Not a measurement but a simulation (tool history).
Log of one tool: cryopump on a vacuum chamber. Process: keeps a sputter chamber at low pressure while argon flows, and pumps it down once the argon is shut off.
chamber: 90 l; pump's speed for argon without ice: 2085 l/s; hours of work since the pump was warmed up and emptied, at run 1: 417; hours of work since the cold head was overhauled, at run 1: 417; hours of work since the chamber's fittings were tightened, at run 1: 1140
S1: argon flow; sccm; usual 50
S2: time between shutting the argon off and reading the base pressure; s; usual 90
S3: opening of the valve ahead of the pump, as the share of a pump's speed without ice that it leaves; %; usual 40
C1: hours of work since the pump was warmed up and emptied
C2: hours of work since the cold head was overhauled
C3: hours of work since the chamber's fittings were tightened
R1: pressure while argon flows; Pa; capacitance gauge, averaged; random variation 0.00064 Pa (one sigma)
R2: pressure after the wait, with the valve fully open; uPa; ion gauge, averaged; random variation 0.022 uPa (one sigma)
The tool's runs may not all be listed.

Run 1, hour 0: usual settings; C1 417; C2 417; C3 1140. Result: R1 0.1123 Pa, R2 1.98 uPa.
Run 2, hour 20.3: usual settings but S1 76 sccm; C1 427; C2 427; C3 1151. Result: R1 0.1731 Pa, R2 2 uPa.
Run 3, hour 44.5: usual settings but S1 76 sccm; C1 439; C2 439; C3 1163. Result: R1 0.1739 Pa, R2 2 uPa.
Run 4, hour 70: usual settings but S1 76 sccm; C1 452; C2 452; C3 1176. Result: R1 0.1717 Pa, R2 2.06 uPa.
Run 5, hour 89.4: usual settings but S1 76 sccm; C1 462; C2 462; C3 1186. Result: R1 0.1748 Pa, R2 2.13 uPa.
At hour 111.9: leaking fittings of the chamber tightened, without venting.
Run 6, hour 121.4: usual settings but S1 76 sccm; C1 477; C2 477; C3 5. Result: R1 0.1762 Pa, R2 0.67 uPa.
Run 7, hour 155.6: usual settings; C1 495; C2 495; C3 22. Result: R1 0.1158 Pa, R2 0.7 uPa.
Run 8, hour 177.9: usual settings; C1 506; C2 506; C3 33. Result: R1 0.1173 Pa, R2 0.77 uPa.
Run 9, hour 192.8: usual settings but S1 61 sccm; C1 514; C2 514; C3 41. Result: R1 0.1424 Pa, R2 0.77 uPa.
Run 10, hour 214.1: usual settings but S1 67 sccm; C1 524; C2 524; C3 52. Result: R1 0.1565 Pa, R2 0.76 uPa.
Run 11, hour 231.1: usual settings but S1 67 sccm; C1 533; C2 533; C3 60. Result: R1 0.1578 Pa, R2 0.74 uPa.
Run 12, hour 265.4: usual settings but S3 42 %; C1 550; C2 550; C3 78. Result: R1 0.1129 Pa, R2 0.79 uPa.
Run 13, hour 288.5: usual settings but S3 42 %; C1 562; C2 562; C3 89. Result: R1 0.1137 Pa, R2 0.81 uPa.
Run 14, hour 313.2: usual settings but S3 28 %; C1 575; C2 575; C3 102. Result: R1 0.1634 Pa, R2 0.85 uPa.
Run 15, hour 334.5: usual settings but S1 24 sccm; C1 585; C2 585; C3 113. Result: R1 0.0574 Pa, R2 0.85 uPa.
Run 16, hour 360.9: usual settings but S1 24 sccm; C1 599; C2 599; C3 126. Result: R1 0.0575 Pa, R2 0.87 uPa.
Run 17, hour 385.5: usual settings but S1 24 sccm; C1 611; C2 611; C3 139. Result: R1 0.0579 Pa, R2 0.84 uPa.
Run 18, hour 418.4: usual settings but S1 24 sccm; C1 628; C2 628; C3 155. Result: R1 0.0587 Pa, R2 0.92 uPa.
At hour 445.9: pump warmed up, emptied and cooled again.
Run 19, hour 449.3: usual settings but S2 33 s, S3 43 %; C1 2; C2 641; C3 168. Result: R1 0.0961 Pa, R2 1.49 uPa.
Run 20, hour 474.7: usual settings but S3 31 %; C1 15; C2 654; C3 181. Result: R1 0.1317 Pa, R2 0.83 uPa.
Run 21, hour 497.7: usual settings but S1 41 sccm; C1 26; C2 666; C3 193. Result: R1 0.0836 Pa, R2 0.76 uPa.
Run 22, hour 519.2: usual settings but S1 41 sccm; C1 37; C2 677; C3 204. Result: R1 0.0841 Pa, R2 0.82 uPa.
Run 23, hour 550: usual settings but S1 26 sccm, S2 32 s, S3 27 %; C1 53; C2 692; C3 219. Result: R1 0.0788 Pa, R2 1.63 uPa.
Run 24, hour 568: usual settings but S1 32 sccm, S3 26 %; C1 62; C2 701; C3 229. Result: R1 0.0999 Pa, R2 0.84 uPa.
Run 25, hour 584: usual settings but S1 74 sccm, S3 26 %; C1 70; C2 709; C3 237. Result: R1 0.2347 Pa, R2 0.88 uPa.
Run 26, hour 603.3: usual settings but S1 74 sccm, S2 105 s, S3 25 %; C1 80; C2 719; C3 247. Result: R1 0.2437 Pa, R2 0.79 uPa.
Run 27, hour 618.3: usual settings but S1 21 sccm, S2 23 s; C1 87; C2 727; C3 254. Result: R1 0.0444 Pa, R2 2.26 uPa.
Run 28, hour 650: usual settings but S1 21 sccm, S2 23 s; C1 103; C2 743; C3 270. Result: R1 0.044 Pa, R2 2.21 uPa.
Run 29, hour 667.6: usual settings but S1 54 sccm, S2 25 s, S3 23 %; C1 112; C2 752; C3 279. Result: R1 0.1934 Pa, R2 2.05 uPa.
Run 30, hour 700.5: usual settings but S1 54 sccm, S2 25 s, S3 23 %; C1 129; C2 768; C3 296. Result: R1 0.1941 Pa, R2 2.09 uPa.
Run 31, hour 733.6: usual settings but S1 58 sccm, S2 35 s, S3 26 %; C1 146; C2 785; C3 313. Result: R1 0.1837 Pa, R2 1.7 uPa.
Run 32, hour 754.2: usual settings but S1 58 sccm, S2 35 s, S3 26 %; C1 156; C2 796; C3 323. Result: R1 0.1858 Pa, R2 1.72 uPa.
Run 33, hour 785.7: usual settings but S1 97 sccm, S2 35 s, S3 26 %; C1 172; C2 812; C3 339. Result: R1 0.3118 Pa, R2 1.7 uPa.

Forecast run 34:
Run 34, hour 814.2: usual settings but S1 89 sccm, S2 28 s, S3 53 %; C1 187; C2 826; C3 353. Result: R1 ?, R2 ?.

{"run 34": {"R1": 0.1461, "R2": 2.01}}
Without the tool's hidden state the same run would have given R1 0.1374 Pa, R2 1.61 uPa.

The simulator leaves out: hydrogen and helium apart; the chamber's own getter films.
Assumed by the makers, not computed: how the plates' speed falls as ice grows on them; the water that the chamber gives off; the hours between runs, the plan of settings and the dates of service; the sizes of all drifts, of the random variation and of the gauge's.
